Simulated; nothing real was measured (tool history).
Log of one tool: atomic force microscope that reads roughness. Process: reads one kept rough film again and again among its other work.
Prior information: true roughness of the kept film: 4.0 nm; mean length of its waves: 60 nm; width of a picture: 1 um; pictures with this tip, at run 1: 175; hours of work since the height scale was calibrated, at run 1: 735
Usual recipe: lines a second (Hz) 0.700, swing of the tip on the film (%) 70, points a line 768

run   hour  lines a second (Hz)  swing of the tip on the film (%)  points a line  pictures with this tip  hours of work since the height scale was calibrated  roughness of the kept film (nm (root mean square))
  1    0.0                0.700                                70            768                     175                                                  735                                               3.526
  2   32.2                0.700                                70            768                     224                                                  757                                               3.484
  3   55.2                0.700                                70            768                     259                                                  773                                               3.460
  4   92.6                0.700                                70            768                     316                                                  798                                               3.391
  5  113.2                0.700                                70            768                     347                                                  813                                               3.379
  6  137.7                0.700                                70            768                     384                                                  829                                               3.360
     142.8  -- new tip fitted
  7  170.9                0.700                                70            768                      43                                                  852                                               3.617
  8  208.5                0.700                                70            898                     100                                                  878                                               3.607
  9  235.1                0.700                                86            768                     141                                                  896                                               3.377
 10  261.3                0.700                                86            768                     181                                                  914                                               3.348
 11  300.5                0.700                                86            768                     240                                                  941                                               3.317
 12  337.9                1.693                                70            768                     297                                                  966                                               3.224

The next listed run, before its measurement:
 13  373.0                1.169                                55            793                     351                                                  990                                                   ?

{"run 13": {"roughness of the kept film (nm (root mean square))": 3.463}}
The same run, on a tool lacking any hidden state, would have yielded roughness of the kept film (nm (root mean square)) 3.741.
